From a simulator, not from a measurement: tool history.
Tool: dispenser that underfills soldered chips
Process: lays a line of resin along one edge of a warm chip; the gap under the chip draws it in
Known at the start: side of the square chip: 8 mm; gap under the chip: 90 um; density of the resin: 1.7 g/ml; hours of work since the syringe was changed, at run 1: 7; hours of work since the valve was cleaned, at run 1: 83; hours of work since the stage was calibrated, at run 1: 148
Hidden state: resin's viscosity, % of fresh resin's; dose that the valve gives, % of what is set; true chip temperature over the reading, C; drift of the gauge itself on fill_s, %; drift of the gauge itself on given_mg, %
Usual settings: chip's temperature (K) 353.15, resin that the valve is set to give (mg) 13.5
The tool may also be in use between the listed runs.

| run | day | chip's temperature (K) | resin that the valve is set to give (mg) | hours of work since the syringe was changed | hours of work since the valve was cleaned | hours of work since the stage was calibrated | time until the resin shows at the far edge (s) | resin that the valve gave (mg) |
|---|---|---|---|---|---|---|---|---|
| 1 | 0.000 | 353.15 | 13.5 | 7 | 83 | 148 | 32.5 | 12.48 |
| 2 | 0.175 | 353.15 | 13.5 | 10 | 86 | 151 | 37.1 | 12.51 |
|  | 0.208 | new syringe of resin |
| 3 | 0.462 | 353.15 | 13.5 | 4 | 90 | 155 | 27.6 | 12.35 |
| 4 | 0.692 | 353.15 | 14.7 | 7 | 93 | 158 | 31.1 | 13.60 |
|  | 0.896 | new syringe of resin |
| 5 | 0.954 | 353.15 | 14.7 | 1 | 97 | 162 | 24.1 | 13.67 |
| 6 | 1.292 | 353.15 | 14.7 | 6 | 102 | 167 | 30.8 | 13.30 |
|  | 1.588 | new syringe of resin |
|  | 1.696 | dispensing valve cleaned and set on the balance |
| 7 | 1.696 | 353.15 | 14.7 | 1 | 0 | 172 | 24.7 | 14.89 |
| 8 | 2.000 | 353.15 | 14.7 | 5 | 4 | 176 | 29.3 | 14.70 |
| 9 | 2.258 | 353.15 | 14.7 | 9 | 8 | 180 | 34.2 | 14.78 |
|  | 2.325 | new syringe of resin |
| 10 | 2.700 | 353.15 | 14.7 | 5 | 14 | 186 | 28.8 | 14.62 |
| 11 | 2.950 | 353.15 | 13.2 | 9 | 18 | 190 | 34.7 | 13.09 |
|  | 3.021 | new syringe of resin |
| 12 | 3.288 | 353.15 | 13.2 | 4 | 23 | 194 | 28.4 | 12.97 |
| 13 | 3.679 | 353.15 | 13.5 | 10 | 28 | 200 | 37.1 | 13.13 |
|  | 3.729 | new syringe of resin |
| 14 | 3.921 | 353.15 | 13.5 | 3 | 32 | 204 | 25.4 | 13.17 |
| 15 | 4.154 | 354.15 | 15.0 | 6 | 35 | 207 | 28.4 | 14.56 |
|  | 4.421 | new syringe of resin |
| 16 | 4.504 | 359.15 | 15.4 | 1 | 40 | 212 | 19.8 | 15.07 |
| 17 | 4.833 | 347.15 | 16.3 | 6 | 45 | 217 | 35.0 | 15.82 |
| 18 | 5.083 | 341.15 | 17.4 | 10 | 49 | 220 | 48.7 | 16.62 |
|  | 5.129 | new syringe of resin |
| 19 | 5.433 | 341.15 | 17.4 | 4 | 53 | 225 | 39.4 | 16.74 |
| 20 | 5.612 | 349.15 | 15.3 | 7 | 56 | 228 | 35.2 | 14.51 |
|  | 5.829 | new syringe of resin |
| 21 | 5.888 | 345.15 | 11.8 | 1 | 60 | 232 | 32.4 | 11.32 |
| 22 | 6.179 | 351.15 | 13.4 | 5 | 64 | 236 | 30.5 | 12.82 |
|  | 6.525 | new syringe of resin |
| 23 | 6.625 | 351.15 | 13.4 | 1 | 70 | 242 | 25.4 | 12.71 |
| 24 | 6.833 | 346.15 | 16.6 | 4 | 73 | 245 | 32.9 | 15.83 |
| 25 | 7.096 | 343.15 | 13.4 | 8 | 77 | 249 | 44.9 | 12.57 |
|  | 7.221 | new syringe of resin |
| 26 | 7.525 | 349.15 | 11.6 | 4 | 83 | 255 | 33.5 | 10.77 |

Forecast each of these 5 alternatives for the next run:
|  | 7.929 | new syringe of resin |
| A | 7.929 | 348.15 | 12.6 | 0 | 89 | 261 | ? | ? |
|  | 7.929 | new syringe of resin |
| B | 7.929 | 355.15 | 13.9 | 0 | 89 | 261 | ? | ? |
|  | 7.929 | new syringe of resin |
| C | 7.929 | 349.15 | 11.9 | 0 | 89 | 261 | ? | ? |
|  | 7.929 | new syringe of resin |
| D | 7.929 | 349.15 | 16.0 | 0 | 89 | 261 | ? | ? |
|  | 7.929 | new syringe of resin |
| E | 7.929 | 341.15 | 17.0 | 0 | 89 | 261 | ? | ? |

| run | time until the resin shows at the far edge (s) | resin that the valve gave (mg) |
|---|---|---|
| A | 27.1 | 11.71 |
| B | 21.1 | 12.97 |
| C | 27.1 | 11.02 |
| D | 25.1 | 14.81 |
| E | 31.0 | 15.75 |
Without the tool's hidden state the same runs would have given:
| run | time until the resin shows at the far edge (s) | resin that the valve gave (mg) |
|---|---|---|
| A | 28.4 | 12.58 |
| B | 22.2 | 13.94 |
| C | 28.2 | 11.84 |
| D | 26.7 | 15.91 |
| E | 33.2 | 16.92 |
